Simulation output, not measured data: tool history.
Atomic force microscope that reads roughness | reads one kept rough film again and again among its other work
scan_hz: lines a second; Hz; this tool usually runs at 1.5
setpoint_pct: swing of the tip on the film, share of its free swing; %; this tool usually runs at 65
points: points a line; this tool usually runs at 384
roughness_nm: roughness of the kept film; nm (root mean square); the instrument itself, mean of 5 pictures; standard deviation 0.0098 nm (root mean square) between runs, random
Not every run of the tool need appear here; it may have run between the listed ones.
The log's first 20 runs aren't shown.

run	day	scan_hz	setpoint_pct	points	roughness_nm
21	12.025	2.49	65	329	1.97
22	12.608	2.49	65	467	1.962
23	13.346	2.49	65	467	1.92
24	13.854	2.49	76	467	1.789
25	14.521	1.5	88	891	1.751
26	15.108	0.92	82	586	1.876
27	15.517	0.92	71	905	1.924
28	16.021	0.92	71	905	1.902
29	16.625	3.6	71	591	1.658
30	17.108	2.54	71	591	1.715
31	17.75	0.59	65	942	1.868
32	18.538	1.5	56	738	1.828
33	19.404	1.5	56	738	1.795
34	20.096	1.5	56	738	1.778
35	20.742	1.5	88	726	1.52
# day 21.117: new tip fitted
36	21.629	0.91	84	540	2.135
37	22.096	0.91	84	540	2.113

Branching from run 37: 3 alternative next runs. What would each branch give?
A	22.517	1.2	89	553	?
B	22.517	2.66	85	978	?
C	22.517	1.5	65	295	?

run	roughness_nm
A	2.001
B	1.812
C	2.124
Stripped of hidden state, with their random variation kept, the same runs would have yielded:
run	roughness_nm
A	2.091
B	1.893
C	2.219

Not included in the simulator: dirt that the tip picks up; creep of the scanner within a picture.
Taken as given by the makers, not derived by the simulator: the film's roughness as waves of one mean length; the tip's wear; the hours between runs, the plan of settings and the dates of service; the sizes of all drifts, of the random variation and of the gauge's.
